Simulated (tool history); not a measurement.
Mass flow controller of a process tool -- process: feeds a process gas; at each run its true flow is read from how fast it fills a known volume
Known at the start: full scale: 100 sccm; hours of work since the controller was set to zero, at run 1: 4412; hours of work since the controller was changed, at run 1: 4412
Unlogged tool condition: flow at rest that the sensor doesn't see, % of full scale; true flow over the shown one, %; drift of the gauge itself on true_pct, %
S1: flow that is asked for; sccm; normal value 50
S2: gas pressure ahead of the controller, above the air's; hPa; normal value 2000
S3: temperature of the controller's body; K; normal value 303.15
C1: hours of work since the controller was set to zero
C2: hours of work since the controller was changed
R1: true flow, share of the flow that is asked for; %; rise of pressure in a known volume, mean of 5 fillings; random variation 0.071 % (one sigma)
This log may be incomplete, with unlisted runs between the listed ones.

run,day,S1,S2,S3,C1,C2,R1
1,0.000,50,2000,303.15,4412,4412,99.50
2,4.250,50,2000,303.15,4481,4481,99.64
3,11.988,50,2000,303.15,4606,4606,99.41
4,19.738,50,2000,303.15,4732,4732,99.60
5,27.075,50,2000,303.15,4851,4851,99.61
6,32.242,50,2000,303.15,4935,4935,99.49
7,40.454,50,2000,303.15,5068,5068,99.56
8,48.092,50,2000,299.15,5192,5192,99.40
9,57.542,50,2000,303.15,5345,5345,99.51
10,65.988,50,2330,303.15,5482,5482,99.33
11,73.075,50,2330,303.15,5597,5597,99.55
12,81.233,50,2330,303.15,5729,5729,99.44
# day 83.421: controller's zero set anew
13,91.292,50,2000,297.15,128,5892,99.30
14,100.050,50,2210,303.15,270,6034,99.43
15,107.079,50,2000,306.15,384,6148,99.63
16,115.025,50,1720,306.15,513,6277,99.64
17,122.412,50,1720,306.15,632,6397,99.76
18,131.400,26,2000,303.15,778,6542,99.13
19,135.892,26,2000,303.15,851,6615,99.29
20,141.438,26,2000,303.15,941,6705,99.13
21,147.267,40,2000,303.15,1035,6800,99.36
22,151.983,50,2000,303.15,1112,6876,99.52
23,161.446,50,2000,303.15,1265,7030,99.58
24,169.817,50,2590,304.15,1401,7165,99.57
25,179.521,50,2590,304.15,1559,7323,99.52
26,186.771,86,2170,304.15,1676,7440,99.97
27,194.392,26,2580,308.15,1800,7564,99.32
28,203.296,50,2630,303.15,1944,7708,99.48
29,209.762,74,1990,296.15,2049,7813,99.49
30,215.342,74,2150,308.15,2139,7904,99.87
31,219.500,70,2680,303.15,2207,7971,99.68
32,224.988,12,2000,303.15,2296,8060,99.16
33,234.538,11,1890,294.15,2451,8215,98.84
34,239.333,35,1890,294.15,2529,8293,98.97
35,247.650,93,1600,294.15,2663,8428,99.87
36,251.896,16,1880,294.15,2732,8497,98.84
37,257.900,16,1880,294.15,2830,8594,98.85
38,265.308,30,2000,311.15,2950,8714,99.50
39,272.392,11,2000,296.15,3065,8829,98.82

For run 40, what comes out?
40,276.796,19,2000,296.15,3136,8900,?

Run 40 measured R1 98.97 %.
With the hidden condition absent and the run-to-run variation left alone, this run would have shown R1 98.97 %.
